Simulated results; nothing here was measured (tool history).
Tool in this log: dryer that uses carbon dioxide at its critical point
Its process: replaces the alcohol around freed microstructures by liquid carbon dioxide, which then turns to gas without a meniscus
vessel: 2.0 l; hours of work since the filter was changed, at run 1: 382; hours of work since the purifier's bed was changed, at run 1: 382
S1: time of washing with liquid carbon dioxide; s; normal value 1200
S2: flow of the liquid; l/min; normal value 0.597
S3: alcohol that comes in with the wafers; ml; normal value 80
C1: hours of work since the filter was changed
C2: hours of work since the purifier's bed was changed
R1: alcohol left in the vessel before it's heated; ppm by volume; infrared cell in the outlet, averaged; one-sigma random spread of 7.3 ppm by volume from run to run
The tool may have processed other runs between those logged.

Run 1, day 0.000: usual settings; C1 382; C2 382. Result: R1 731 ppm by volume.
Run 2, day 0.992: usual settings; C1 392; C2 392. Result: R1 709 ppm by volume.
Run 3, day 2.404: usual settings; C1 406; C2 406. Result: R1 722 ppm by volume.
Run 4, day 3.917: usual settings but S2 0.996 l/min; C1 420; C2 420. Result: R1 118 ppm by volume.
Run 5, day 4.612: usual settings but S2 0.931 l/min; C1 427; C2 427. Result: R1 140 ppm by volume.
At day 5.408: inlet filter changed.
Run 6, day 6.183: usual settings but S2 0.946 l/min; C1 8; C2 442. Result: R1 111 ppm by volume.
Run 7, day 7.458: usual settings but S1 1140 s; C1 20; C2 454. Result: R1 559 ppm by volume.
Run 8, day 8.508: usual settings but S1 1140 s; C1 30; C2 464. Result: R1 575 ppm by volume.
Run 9, day 9.575: usual settings; C1 40; C2 475. Result: R1 482 ppm by volume.
Run 10, day 10.217: usual settings; C1 47; C2 481. Result: R1 483 ppm by volume.
Run 11, day 11.696: usual settings; C1 61; C2 495. Result: R1 493 ppm by volume.
Run 12, day 12.892: usual settings; C1 72; C2 507. Result: R1 509 ppm by volume.
Run 13, day 13.879: usual settings; C1 82; C2 516. Result: R1 510 ppm by volume.
Run 14, day 15.083: usual settings; C1 94; C2 528. Result: R1 514 ppm by volume.
Run 15, day 15.733: usual settings but S2 0.979 l/min; C1 100; C2 534. Result: R1 121 ppm by volume.
Run 16, day 16.854: usual settings; C1 111; C2 545. Result: R1 522 ppm by volume.
Run 17, day 18.312: usual settings; C1 125; C2 559. Result: R1 547 ppm by volume.
Run 18, day 19.433: usual settings; C1 136; C2 570. Result: R1 554 ppm by volume.
Run 19, day 20.346: usual settings; C1 144; C2 579. Result: R1 567 ppm by volume.
Run 20, day 21.288: usual settings; C1 154; C2 588. Result: R1 573 ppm by volume.
Run 21, day 22.129: usual settings; C1 162; C2 596. Result: R1 562 ppm by volume.
Run 22, day 23.612: usual settings but S1 1740 s, S2 0.451 l/min, S3 71 ml; C1 176; C2 610. Result: R1 405 ppm by volume.
Run 23, day 24.633: usual settings but S1 1740 s, S2 0.547 l/min, S3 71 ml; C1 186; C2 620. Result: R1 232 ppm by volume.
Run 24, day 25.904: usual settings but S1 1680 s, S2 0.539 l/min; C1 198; C2 632. Result: R1 274 ppm by volume.
Run 25, day 26.767: usual settings but S1 1680 s, S2 0.539 l/min; C1 207; C2 641. Result: R1 282 ppm by volume.
Run 26, day 27.858: usual settings but S1 1380 s, S2 0.539 l/min; C1 217; C2 651. Result: R1 546 ppm by volume.
Run 27, day 28.962: usual settings but S1 1620 s; C1 228; C2 662. Result: R1 228 ppm by volume.
Run 28, day 30.092: usual settings but S1 1860 s, S2 0.415 l/min, S3 25 ml; C1 239; C2 673. Result: R1 249 ppm by volume.
Run 29, day 31.025: usual settings but S1 1260 s, S3 51 ml; C1 248; C2 682. Result: R1 376 ppm by volume.
Run 30, day 31.871: usual settings but S1 1140 s; C1 256; C2 690. Result: R1 772 ppm by volume.
Run 31, day 33.033: usual settings but S2 0.471 l/min; C1 267; C2 701. Result: R1 1463 ppm by volume.
Run 32, day 34.204: usual settings but S2 0.471 l/min; C1 279; C2 713. Result: R1 1548 ppm by volume.
Run 33, day 35.642: usual settings but S2 0.388 l/min; C1 292; C2 727. Result: R1 2609 ppm by volume.
Run 34, day 36.517: usual settings but S1 1800 s, S2 0.855 l/min, S3 78 ml; C1 301; C2 735. Result: R1 140 ppm by volume.
Run 35, day 37.200: usual settings but S1 1860 s, S2 0.632 l/min, S3 99 ml; C1 308; C2 742. Result: R1 180 ppm by volume.
Run 36, day 37.838: usual settings but S1 1860 s, S2 0.632 l/min, S3 99 ml; C1 314; C2 748. Result: R1 186 ppm by volume.
Run 37, day 39.146: usual settings but S2 0.485 l/min; C1 326; C2 761. Result: R1 1436 ppm by volume.
Run 38, day 40.500: usual settings but S2 0.930 l/min; C1 339; C2 774. Result: R1 190 ppm by volume.
Run 39, day 41.912: usual settings but S1 1680 s, S2 0.397 l/min, S3 30 ml; C1 353; C2 787. Result: R1 474 ppm by volume.
Run 40, day 42.833: usual settings but S1 1380 s, S2 0.796 l/min; C1 362; C2 796. Result: R1 212 ppm by volume.
Run 41, day 44.038: usual settings but S1 1380 s, S2 0.796 l/min; C1 374; C2 808. Result: R1 201 ppm by volume.

3 options for the next run, each taken on its own from the tool as it stands now. Forecast them:
Run A, day 45.475: usual settings but S1 1800 s, S2 0.871 l/min; C1 388; C2 822. Result: R1 ?.
Run B, day 45.475: usual settings but S1 1080 s, S2 0.796 l/min, S3 21 ml; C1 388; C2 822. Result: R1 ?.
Run C, day 45.475: usual settings but S1 1740 s, S2 0.647 l/min, S3 33 ml; C1 388; C2 822. Result: R1 ?.

run   R1
  A  162
  B  215
  C  181
The same runs, with their run-to-run variation unchanged, on a tool lacking any hidden condition would have given:
run  R1
  A  14
  B  35
  C  18
